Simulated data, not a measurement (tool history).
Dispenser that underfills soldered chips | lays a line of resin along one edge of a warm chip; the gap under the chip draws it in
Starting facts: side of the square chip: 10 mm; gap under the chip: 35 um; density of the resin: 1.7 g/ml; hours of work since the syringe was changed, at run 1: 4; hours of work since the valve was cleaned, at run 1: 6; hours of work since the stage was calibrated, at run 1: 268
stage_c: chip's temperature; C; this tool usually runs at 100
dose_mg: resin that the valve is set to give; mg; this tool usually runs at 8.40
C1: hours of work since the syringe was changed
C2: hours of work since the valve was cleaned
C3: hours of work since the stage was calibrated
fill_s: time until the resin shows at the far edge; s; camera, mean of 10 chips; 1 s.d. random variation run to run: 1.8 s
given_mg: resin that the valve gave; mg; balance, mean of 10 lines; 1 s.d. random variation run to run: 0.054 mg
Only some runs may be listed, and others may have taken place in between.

Run 1, hour 0.0: usual settings; C1 4; C2 6; C3 268. Result: fill_s 193.1 s, given_mg 8.42 mg.
Run 2, hour 4.5: usual settings; C1 7; C2 9; C3 272. Result: fill_s 220.8 s, given_mg 8.28 mg.
At hour 5.6: new syringe of resin.
Run 3, hour 13.3: usual settings; C1 6; C2 16; C3 278. Result: fill_s 212.7 s, given_mg 8.32 mg.
At hour 16.3: new syringe of resin.
Run 4, hour 17.1: usual settings; C1 1; C2 19; C3 281. Result: fill_s 174.6 s, given_mg 8.30 mg.
Run 5, hour 23.0: usual settings but dose_mg 9.29 mg; C1 5; C2 23; C3 285. Result: fill_s 199.9 s, given_mg 9.15 mg.
At hour 27.1: new syringe of resin.
Run 6, hour 27.4: usual settings; C1 0; C2 26; C3 289. Result: fill_s 173.1 s, given_mg 8.36 mg.
Run 7, hour 33.9: usual settings but dose_mg 7.33 mg; C1 5; C2 31; C3 294. Result: fill_s 212.2 s, given_mg 7.13 mg.
At hour 37.6: new syringe of resin.
Run 8, hour 38.2: usual settings but stage_c 87 C, dose_mg 10.57 mg; C1 0; C2 34; C3 297. Result: fill_s 241.0 s, given_mg 10.33 mg.
Run 9, hour 42.7: usual settings but stage_c 87 C, dose_mg 10.57 mg; C1 4; C2 38; C3 300. Result: fill_s 271.2 s, given_mg 10.39 mg.
At hour 48.0: new syringe of resin.
Run 10, hour 49.5: usual settings but stage_c 87 C, dose_mg 10.57 mg; C1 1; C2 43; C3 305. Result: fill_s 248.7 s, given_mg 10.25 mg.
Run 11, hour 57.6: usual settings but stage_c 114 C, dose_mg 7.56 mg; C1 7; C2 49; C3 311. Result: fill_s 158.0 s, given_mg 7.26 mg.
At hour 58.6: new syringe of resin.
Run 12, hour 65.9: usual settings but stage_c 114 C, dose_mg 7.56 mg; C1 6; C2 55; C3 317. Result: fill_s 147.6 s, given_mg 7.28 mg.
At hour 69.3: new syringe of resin.
Run 13, hour 73.7: usual settings but stage_c 114 C, dose_mg 7.56 mg; C1 3; C2 61; C3 323. Result: fill_s 136.3 s, given_mg 7.30 mg.
Run 14, hour 79.1: usual settings but stage_c 114 C, dose_mg 7.56 mg; C1 8; C2 65; C3 327. Result: fill_s 160.7 s, given_mg 7.21 mg.

How would selected steps in fill_s from run to run divide? Give the signed amount a tool lacking its hidden state would still show from settings, what came in and random variation, and the signed amount left for the hidden state, including any gauge scatter that is not in both of the compared results.
The tool's hidden condition here consists of: resin's viscosity, % of fresh resin's; dose that the valve gives, % of what is set; true chip temperature over the reading, C; drift of the gauge itself on fill_s, %; drift of the gauge itself on given_mg, %.
Run 7 -> 8: stage_c 100 -> 87, dose_mg 7.33 -> 10.57, new syringe of resin. fill_s +28.8 s: hidden state -41.5, all else +70.3.
Run 10 -> 11: stage_c 87 -> 114, dose_mg 10.57 -> 7.56. fill_s -90.7 s: hidden state +34.9, all else -125.6.
